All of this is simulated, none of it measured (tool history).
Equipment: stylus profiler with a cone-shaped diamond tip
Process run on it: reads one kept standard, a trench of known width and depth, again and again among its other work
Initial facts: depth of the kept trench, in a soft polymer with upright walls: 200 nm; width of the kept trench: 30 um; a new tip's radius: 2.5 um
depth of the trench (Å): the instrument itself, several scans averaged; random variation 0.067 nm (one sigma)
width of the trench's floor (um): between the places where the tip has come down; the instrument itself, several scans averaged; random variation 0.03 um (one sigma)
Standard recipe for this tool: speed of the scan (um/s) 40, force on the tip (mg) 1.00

run   hour  speed of the scan (um/s)  force on the tip (mg)  depth of the trench (Å)  width of the trench's floor (um)
  1    0.0                        40                   1.00                   2017.8                             27.86
  2   20.1                        40                   2.59                   2036.5                             27.94
  3   52.5                        40                   2.59                   2036.4                             27.93
  4   88.0                        40                   2.59                   2035.8                             27.93
  5  124.0                        40                   0.40                   2009.2                             27.75
  6  159.5                        40                   0.40                   2010.0                             27.71
  7  183.5                        40                   0.40                   2010.0                             27.77
  8  209.7                        40                   0.46                   2010.8                             27.71
  9  242.7                        40                   0.46                   2010.2                             27.78
 10  277.6                        40                   1.00                   2019.9                             27.84
 11  311.2                        40                   1.00                   2018.4                             27.85
 12  331.9                        40                   1.00                   2018.2                             27.83
 13  357.1                        40                   1.00                   2019.8                             27.84
 14  394.9                        22                   1.00                   2018.3                             27.94
 15  437.6                        22                   1.00                   2017.7                             27.89
 16  461.0                        18                   0.44                   2010.5                             27.90
 17  504.7                        10                   0.67                   2012.3                             28.02
 18  544.8                        59                   0.39                   2010.3                             27.57
 19  566.0                        12                   2.11                   2030.9                             27.98
 20  592.0                        86                   2.27                   2032.4                             27.74
 21  632.2                        86                   2.27                   2033.6                             27.75
 22  652.7                        86                   2.27                   2032.5                             27.72
 23  676.4                        35                   0.38                   2009.5                             27.79
 24  704.7                        35                   0.38                   2009.5                             27.77
 25  741.8                        35                   0.38                   2009.4                             27.76

Alternative continuations, all from the tool just after run 25; predict every row:
  A  777.1                        49                   2.49                        ?                                 ?
  B  777.1                       100                   1.56                        ?                                 ?
  C  777.1                        15                   1.98                        ?                                 ?
  D  777.1                       109                   0.76                        ?                                 ?

run  depth of the trench (Å)  width of the trench's floor (um)
  A                   2035.1                             27.87
  B                   2024.9                             27.64
  C                   2030.1                             28.00
  D                   2016.8                             27.45
Stripped of hidden state, with their random variation kept, the same runs would have yielded:
run  depth of the trench (Å)  width of the trench's floor (um)
  A                   2035.0                             27.88
  B                   2024.9                             27.65
  C                   2030.0                             28.01
  D                   2016.7                             27.46
